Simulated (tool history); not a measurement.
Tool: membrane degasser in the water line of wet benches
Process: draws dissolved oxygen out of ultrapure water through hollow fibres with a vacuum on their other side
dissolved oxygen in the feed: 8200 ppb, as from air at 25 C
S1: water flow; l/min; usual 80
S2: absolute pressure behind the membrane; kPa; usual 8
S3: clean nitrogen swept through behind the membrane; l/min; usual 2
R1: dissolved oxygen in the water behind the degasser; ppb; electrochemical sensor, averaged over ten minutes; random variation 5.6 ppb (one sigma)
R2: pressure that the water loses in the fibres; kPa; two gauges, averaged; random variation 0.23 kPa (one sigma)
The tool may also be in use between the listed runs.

run 1 hour=0 | S1=80 S2=8 S3=2 | R1=567.3 R2=59.85
run 2 hour=229.6 | S1=80 S2=8 S3=2 | R1=564.8 R2=59.98
run 3 hour=414.1 | S1=80 S2=8 S3=2 | R1=574.4 R2=59.66
run 4 hour=648.2 | S1=80 S2=8 S3=2 | R1=576 R2=60.32
run 5 hour=946.9 | S1=57 S2=8 S3=2 | R1=411.1 R2=43.37
run 6 hour=1159.7 | S1=80 S2=8 S3=2 | R1=588.2 R2=60.83
run 7 hour=1324.5 | S1=80 S2=8 S3=2 | R1=593.4 R2=61.13
run 8 hour=1501.2 | S1=80 S2=8 S3=0.9 | R1=866 R2=61.09
run 9 hour=1783.7 | S1=80 S2=8 S3=0.9 | R1=868 R2=61.3
run 10 hour=2004.9 | S1=120 S2=19.7 S3=0.9 | R1=2664.2 R2=91.82
-- hour=2221.8 vacuum gauge calibrated
run 11 hour=2234.5 | S1=120 S2=19.7 S3=0.9 | R1=2604.9 R2=92.25
run 12 hour=2449 | S1=120 S2=19.7 S3=0.9 | R1=2652.2 R2=92.92
run 13 hour=2629.7 | S1=76 S2=14.77 S3=1.22 | R1=1339.4 R2=58.83
run 14 hour=2878.2 | S1=60 S2=8.51 S3=2 | R1=472 R2=46.3
run 15 hour=3083.4 | S1=52 S2=8 S3=0.87 | R1=618.4 R2=40.4

Some steps in R1 between neighbouring runs. How much of each would the tool show without its hidden state too (settings, what came in, random variation), and how much is left for the hidden state, with any gauge scatter that isn't in both results?
The hidden state here: membrane still open, %; true pressure behind the membrane over the reading, kPa; air that leaks in behind the membrane, l/min; drift of the gauge itself on oxygen_ppb, %; drift of the gauge itself on loss_of_pressure_kpa, %.
Run 9 -> 10: S1 80 -> 120, S2 8 -> 19.7. R1 +1796.2 ppb: hidden state -6.2, all else +1802.4.
Run 10 -> 11: vacuum gauge calibrated. R1 -59.3 ppb: hidden state -25.8, all else -33.5.
